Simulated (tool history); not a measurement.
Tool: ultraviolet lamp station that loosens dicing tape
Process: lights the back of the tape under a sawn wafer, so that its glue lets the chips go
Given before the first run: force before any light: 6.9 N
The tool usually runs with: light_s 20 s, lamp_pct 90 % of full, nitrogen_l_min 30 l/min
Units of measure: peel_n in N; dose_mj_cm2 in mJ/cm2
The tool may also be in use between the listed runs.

run	hour	light_s	lamp_pct	nitrogen_l_min	peel_n	dose_mj_cm2
1	0	20	90	30	0.419	244
2	17.3	20	90	30	0.425	240
3	42.7	20	90	30	0.428	240
4	71.4	20	90	30	0.438	239
5	98	20	90	30	0.434	236
# hour 126.6: window cleaned of glue's vapour
6	131.6	30	95	35	0.144	396

The next listed run, before its measurement:
7	167	15	88	12	?	?

Run 7 yielded peel_n 1.173 N, dose_mj_cm2 183 mJ/cm2.
Were there no unlogged condition in the tool, this run, its random variation unchanged, would have produced peel_n 0.924 N, dose_mj_cm2 210 mJ/cm2.
